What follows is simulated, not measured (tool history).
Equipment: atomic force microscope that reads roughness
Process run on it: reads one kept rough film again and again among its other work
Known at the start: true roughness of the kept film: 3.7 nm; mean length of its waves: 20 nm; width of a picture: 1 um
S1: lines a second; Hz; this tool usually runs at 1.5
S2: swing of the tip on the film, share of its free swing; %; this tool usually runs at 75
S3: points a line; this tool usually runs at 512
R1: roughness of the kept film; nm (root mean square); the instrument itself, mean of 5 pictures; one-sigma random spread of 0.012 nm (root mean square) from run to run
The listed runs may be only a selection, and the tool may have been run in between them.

run	hour	S1	S2	S3	R1
1	0	1.5	75	512	2.496
2	18.2	1.5	75	512	2.454
3	38.3	1.5	75	512	2.382
# hour 55: new tip fitted
4	60.5	1.33	75	512	2.82
5	71.1	1.5	75	471	2.751
6	83.8	1.5	75	471	2.717
7	104.4	1.5	79	512	2.588
8	115.6	1.5	90	316	2.395

For run 9, what comes out?
9	125.4	1.44	68	577	?

{"run 9": {"R1": 2.645}}
Minus the tool's unlogged condition, the same run would have read R1 2.964 nm (root mean square).
